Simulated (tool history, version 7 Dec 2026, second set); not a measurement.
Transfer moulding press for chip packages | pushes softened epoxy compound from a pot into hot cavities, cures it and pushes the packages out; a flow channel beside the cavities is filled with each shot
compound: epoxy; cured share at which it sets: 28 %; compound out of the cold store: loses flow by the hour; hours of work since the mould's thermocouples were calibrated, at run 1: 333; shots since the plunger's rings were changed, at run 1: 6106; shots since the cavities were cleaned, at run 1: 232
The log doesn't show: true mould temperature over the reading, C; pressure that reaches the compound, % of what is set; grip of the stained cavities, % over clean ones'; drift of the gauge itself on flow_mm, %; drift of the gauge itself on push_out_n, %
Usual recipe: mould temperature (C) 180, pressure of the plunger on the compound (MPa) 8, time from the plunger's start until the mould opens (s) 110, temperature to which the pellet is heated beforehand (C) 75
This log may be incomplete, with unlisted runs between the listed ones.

run   hour  mould temperature (C)  pressure of the plunger on the compound (MPa)  time from the plunger's start until the mould opens (s)  temperature to which the pellet is heated beforehand (C)  hours of work since the mould's thermocouples were calibrated  shots since the plunger's rings were changed  shots since the cavities were cleaned  incoming compound's hours out of the cold store  length that the compound runs in the flow channel (mm)  greatest force on the pins that push the packages out (N)
  1      0                    180                                              8                                                      110                                                        75                                                            333                                          6106                                    232                                               29                                                     539                                                        488
      31.5  -- plunger's sealing rings changed
  2   31.5                    180                                              8                                                      110                                                        75                                                            350                                             0                                    539                                             45.4                                                     517                                                        584
  3   57.3                    180                                              8                                                      110                                                        75                                                            365                                           274                                    813                                               16                                                     623                                                        673
  4   87.9                    180                                           6.16                                                      110                                                        75                                                            382                                           599                                   1138                                               44                                                     454                                                        679
      96.4  -- cavities cleaned with cleaning compound and waxed
  5  131.6                    180                                           6.16                                                      110                                                        75                                                            407                                          1047                                    374                                             14.5                                                     547                                                        807
  6  161.3                    180                                           6.16                                                      110                                                        75                                                            424                                          1362                                    689                                             23.9                                                     515                                                        828
     208.8  -- cavities cleaned with cleaning compound and waxed
  7  208.9                    180                                           6.16                                                      110                                                        75                                                            451                                          1852                                      2                                             30.8                                                     488                                                        366
  8  239.3                    180                                           6.16                                                      110                                                        75                                                            468                                          2174                                    324                                              9.2                                                     568                                                        537
  9  277.3                    180                                           6.16                                                      110                                                        75                                                            490                                          2577                                    727                                               24                                                     510                                                        656
     295.3  -- cavities cleaned with cleaning compound and waxed, once more
 10  308.6                    180                                           6.16                                                      110                                                        75                                                            508                                          2893                                    141                                             17.3                                                     532                                                        452
     339.2  -- mould's thermocouples calibrated
 11  346.5                    180                                           6.16                                                      110                                                        75                                                              4                                          3274                                    522                                             33.7                                                     481                                                        604
 12  385.5                    180                                           9.34                                                      110                                                        73                                                             27                                          3688                                    936                                             21.6                                                     641                                                        719
     410.5  -- cavities cleaned with cleaning compound and waxed
 13  412.9                    182                                           9.34                                                      115                                                        73                                                             42                                          3963                                     26                                             20.5                                                     621                                                        328
 14  441.1                    180                                              8                                                      110                                                        75                                                             58                                          4262                                    325                                             11.2                                                     617                                                        537
 15  482.4                    180                                              8                                                      142                                                        69                                                             82                                          4700                                    763                                             36.1                                                     533                                                        548
 16  504.3                    180                                              8                                                      142                                                        69                                                             95                                          4933                                    996                                             14.5                                                     611                                                        601
     523.5  -- cavities cleaned with cleaning compound and waxed
 17  551.7                    180                                           7.73                                                       96                                                        71                                                            121                                          5420                                    299                                             39.6                                                     516                                                        613
 18  576.9                    184                                           8.19                                                      146                                                        72                                                            136                                          5687                                    566                                             41.8                                                     507                                                        509
 19  622.6                    176                                              8                                                      125                                                        75                                                            162                                          6172                                   1051                                             20.3                                                     587                                                        703

A few steps of length that the compound runs in the flow channel (mm) between consecutive runs. Split each: what settings, incoming material and random variation would produce without the hidden state, and what is left over for the hidden state, along with gauge scatter present in only one of the two compared results (measured, and without hidden state):
Run 1 -> 2: plunger's sealing rings changed. length that the compound runs in the flow channel (mm) -22: hidden state +29, all else -51.
Run 3 -> 4: pressure of the plunger on the compound (MPa) 8 -> 6.16. length that the compound runs in the flow channel (mm) -169: hidden state -1, all else -168.
